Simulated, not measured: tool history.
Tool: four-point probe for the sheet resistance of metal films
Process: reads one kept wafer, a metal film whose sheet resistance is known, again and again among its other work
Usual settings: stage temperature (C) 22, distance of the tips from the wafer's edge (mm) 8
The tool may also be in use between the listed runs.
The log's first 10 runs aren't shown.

| run | hour | stage temperature (C) | distance of the tips from the wafer's edge (mm) | touches since the probe head was changed | hours of work since the stage's thermometer was calibrated | sheet resistance as the instrument gives it (ohm/square) |
|---|---|---|---|---|---|---|
| 11 | 666.6 | 22 | 29 | 31798 | 144 | 26.866890 |
| 12 | 760.7 | 30 | 8 | 33159 | 195 | 27.223522 |
| 13 | 839.7 | 30 | 8 | 34302 | 238 | 27.227132 |
|  | 855.5 | stage's thermometer calibrated, once more |
| 14 | 933.5 | 33 | 8 | 35652 | 43 | 27.215019 |
| 15 | 987.9 | 22 | 8 | 36439 | 72 | 27.013948 |
| 16 | 1078.4 | 22 | 8 | 37749 | 122 | 27.034075 |
| 17 | 1170.6 | 19 | 8 | 39082 | 172 | 26.978892 |
| 18 | 1222.0 | 29 | 8 | 39827 | 200 | 27.155070 |
| 19 | 1304.7 | 22 | 8 | 41022 | 245 | 27.041739 |
| 20 | 1363.1 | 23 | 8 | 41868 | 277 | 27.050179 |
| 21 | 1403.1 | 22 | 8 | 42447 | 299 | 27.044770 |
| 22 | 1486.2 | 22 | 8 | 43650 | 344 | 27.044598 |
| 23 | 1531.9 | 22 | 8 | 44310 | 369 | 27.042538 |
| 24 | 1595.9 | 30 | 55 | 45237 | 404 | 26.958832 |
| 25 | 1651.9 | 24 | 44 | 46047 | 434 | 26.858680 |
| 26 | 1711.9 | 22 | 13 | 46915 | 467 | 26.921307 |
| 27 | 1804.5 | 27 | 5 | 48254 | 517 | 27.484070 |
| 28 | 1858.6 | 27 | 5 | 49037 | 547 | 27.475808 |
| 29 | 1922.2 | 18 | 62 | 49958 | 582 | 26.767495 |
| 30 | 2004.6 | 26 | 22 | 51150 | 626 | 26.934816 |

Forecast run 31:
| 31 | 2091.6 | 34 | 8 | 52410 | 674 | ? |

Run 31 gave sheet resistance as the instrument gives it (ohm/square) 27.265592.
Without the tool's hidden state the same run would have given sheet resistance as the instrument gives it (ohm/square) 27.084493.
